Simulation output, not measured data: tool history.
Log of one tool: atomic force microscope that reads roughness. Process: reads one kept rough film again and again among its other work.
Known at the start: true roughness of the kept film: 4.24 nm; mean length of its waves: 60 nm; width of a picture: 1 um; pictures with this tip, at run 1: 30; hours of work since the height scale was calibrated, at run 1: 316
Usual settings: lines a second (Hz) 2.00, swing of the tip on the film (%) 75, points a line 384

run	hour	lines a second (Hz)	swing of the tip on the film (%)	points a line	pictures with this tip	hours of work since the height scale was calibrated	roughness of the kept film (nm (root mean square))
1	0.0	2.00	75	384	30	316	3.481
2	15.7	2.00	75	384	52	327	3.451
3	28.0	2.00	56	384	68	335	3.727
4	47.9	2.00	75	384	96	348	3.343
5	68.3	2.00	75	384	124	362	3.272
6	86.3	2.00	75	384	149	374	3.238
7	102.5	2.00	75	384	171	385	3.169
8	121.5	2.00	75	384	197	397	3.140
9	139.0	2.00	58	384	221	409	3.370
10	152.0	2.00	58	384	239	418	3.322
# hour 162.9: new tip fitted
11	167.9	2.00	57	384	6	428	3.843
12	182.4	2.00	57	384	26	438	3.782
13	196.3	2.00	57	384	46	447	3.740
14	216.3	0.55	57	384	73	460	3.815
15	232.9	0.55	57	384	96	471	3.754
16	250.6	0.55	57	384	120	483	3.692
17	268.9	0.55	57	384	145	495	3.626
18	288.2	1.79	75	449	172	508	3.237
19	310.6	1.79	67	348	203	523	3.286
20	325.4	2.62	75	384	223	533	2.963
21	344.8	2.00	75	339	250	546	3.038
# hour 347.9: new tip fitted
22	355.4	0.69	81	495	10	553	3.751
23	372.8	3.67	75	795	34	564	3.137
24	392.7	0.91	64	384	61	578	3.738
25	411.2	0.91	64	384	87	590	3.672
26	424.1	0.52	75	280	105	599	3.608
27	439.0	0.52	75	280	125	608	3.585
28	451.6	2.00	88	502	142	617	2.913
29	474.2	2.00	88	502	173	632	2.844
30	492.2	2.00	56	502	198	644	3.422
31	505.1	2.00	75	322	216	652	3.087
32	525.5	0.76	66	343	244	666	3.360
# hour 533.0: new tip fitted
33	544.4	1.17	88	384	15	678	3.424

Measured less the same run without the tool's hidden state. The same run-to-run variation is in both; the gauge's scatter may not be:
The hidden state here: radius of the tip, nm; height scale over the true one, %; drift of the gauge itself on roughness_nm, %.
run	roughness of the kept film (nm (root mean square))
1	-0.078
2	-0.123
3	-0.173
4	-0.219
5	-0.275
6	-0.328
7	-0.367
8	-0.417
9	-0.500
10	-0.537
11	-0.036
12	-0.083
13	-0.128
14	-0.201
15	-0.251
16	-0.301
17	-0.360
18	-0.374
19	-0.453
20	-0.451
21	-0.520
22	-0.050
23	-0.093
24	-0.177
25	-0.241
26	-0.285
27	-0.328
28	-0.300
29	-0.357
30	-0.488
31	-0.481
32	-0.581
33	-0.072
